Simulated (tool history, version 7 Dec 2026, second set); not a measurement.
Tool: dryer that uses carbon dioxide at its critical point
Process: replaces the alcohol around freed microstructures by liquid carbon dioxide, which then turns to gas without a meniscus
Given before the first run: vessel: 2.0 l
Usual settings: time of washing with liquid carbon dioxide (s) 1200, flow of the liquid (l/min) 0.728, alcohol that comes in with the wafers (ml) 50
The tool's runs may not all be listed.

| run | hour | time of washing with liquid carbon dioxide (s) | flow of the liquid (l/min) | alcohol that comes in with the wafers (ml) | alcohol left in the vessel before it's heated (ppm by volume) |
|---|---|---|---|---|---|
| 1 | 0 | 1200 | 0.728 | 50 | 167 |
| 2 | 9.7 | 1200 | 0.728 | 50 | 157 |
| 3 | 27.4 | 1200 | 0.728 | 50 | 155 |
| 4 | 38.9 | 1200 | 0.728 | 50 | 164 |
| 5 | 56.9 | 1200 | 0.728 | 50 | 168 |
| 6 | 66.7 | 1200 | 0.728 | 50 | 176 |
| 7 | 76.5 | 1200 | 0.728 | 50 | 161 |
| 8 | 93.5 | 1200 | 0.728 | 50 | 174 |
| 9 | 113.1 | 1200 | 0.728 | 50 | 170 |
| 10 | 130.6 | 1440 | 0.728 | 50 | 97 |
| 11 | 147.4 | 1200 | 0.728 | 50 | 172 |

What does the tool deliver on the next run?
| 12 | 166.5 | 1200 | 0.728 | 50 | ? |

Run 12 yielded alcohol left in the vessel before it's heated (ppm by volume) 173.
Minus the tool's unlogged condition, the same run would have read alcohol left in the vessel before it's heated (ppm by volume) 91.
